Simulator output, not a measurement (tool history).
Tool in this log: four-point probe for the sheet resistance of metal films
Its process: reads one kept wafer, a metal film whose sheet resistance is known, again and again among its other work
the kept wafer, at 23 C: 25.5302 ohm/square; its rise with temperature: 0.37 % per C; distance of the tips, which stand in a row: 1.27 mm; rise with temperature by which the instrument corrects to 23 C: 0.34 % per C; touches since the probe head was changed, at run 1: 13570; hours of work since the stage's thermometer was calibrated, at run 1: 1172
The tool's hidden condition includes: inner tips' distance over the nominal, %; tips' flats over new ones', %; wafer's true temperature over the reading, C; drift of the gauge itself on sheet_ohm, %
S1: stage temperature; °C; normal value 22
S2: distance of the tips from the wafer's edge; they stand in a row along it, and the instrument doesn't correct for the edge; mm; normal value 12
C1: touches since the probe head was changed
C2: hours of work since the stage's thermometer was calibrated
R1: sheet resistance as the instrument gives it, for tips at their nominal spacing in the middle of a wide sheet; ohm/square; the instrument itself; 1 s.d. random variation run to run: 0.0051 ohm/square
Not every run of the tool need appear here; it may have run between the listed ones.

{"run": 1, "day": 0.0, "S1": 22, "S2": 12, "C1": 13570, "C2": 1172, "R1": 25.66381}
{"run": 2, "day": 1.221, "S1": 22, "S2": 12, "C1": 14600, "C2": 1195, "R1": 25.676095}
{"run": 3, "day": 2.246, "S1": 22, "S2": 12, "C1": 15466, "C2": 1214, "R1": 25.684461}
{"run": 4, "day": 3.033, "S1": 22, "S2": 12, "C1": 16131, "C2": 1228, "R1": 25.669902}
{"run": 5, "day": 4.321, "S1": 22, "S2": 12, "C1": 17217, "C2": 1252, "R1": 25.673087}
{"run": 6, "day": 5.338, "S1": 19, "S2": 30, "C1": 18076, "C2": 1271, "R1": 25.52447}
{"run": 7, "day": 6.142, "S1": 19, "S2": 30, "C1": 18752, "C2": 1286, "R1": 25.524888}
{"run": 8, "day": 7.017, "S1": 26, "S2": 30, "C1": 19491, "C2": 1302, "R1": 25.566772}
{"run": 9, "day": 7.942, "S1": 22, "S2": 7, "C1": 20273, "C2": 1319, "R1": 25.970774}
{"run": 10, "day": 9.696, "S1": 29, "S2": 46, "C1": 21753, "C2": 1352, "R1": 25.582377}

Branching from run 10: 3 alternative next runs. What would each branch give?
{"run": "A", "day": 10.921, "S1": 27, "S2": 12, "C1": 22788, "C2": 1375, "R1": "?"}
{"run": "B", "day": 10.921, "S1": 25, "S2": 14, "C1": 22788, "C2": 1375, "R1": "?"}
{"run": "C", "day": 10.921, "S1": 29, "S2": 12, "C1": 22788, "C2": 1375, "R1": "?"}

run=A R1=25.708356
run=B R1=25.645092
run=C R1=25.722954
With the hidden condition removed and each run's random variation left untouched, the same runs would have given:
run=A R1=25.709717
run=B R1=25.646448
run=C R1=25.724318

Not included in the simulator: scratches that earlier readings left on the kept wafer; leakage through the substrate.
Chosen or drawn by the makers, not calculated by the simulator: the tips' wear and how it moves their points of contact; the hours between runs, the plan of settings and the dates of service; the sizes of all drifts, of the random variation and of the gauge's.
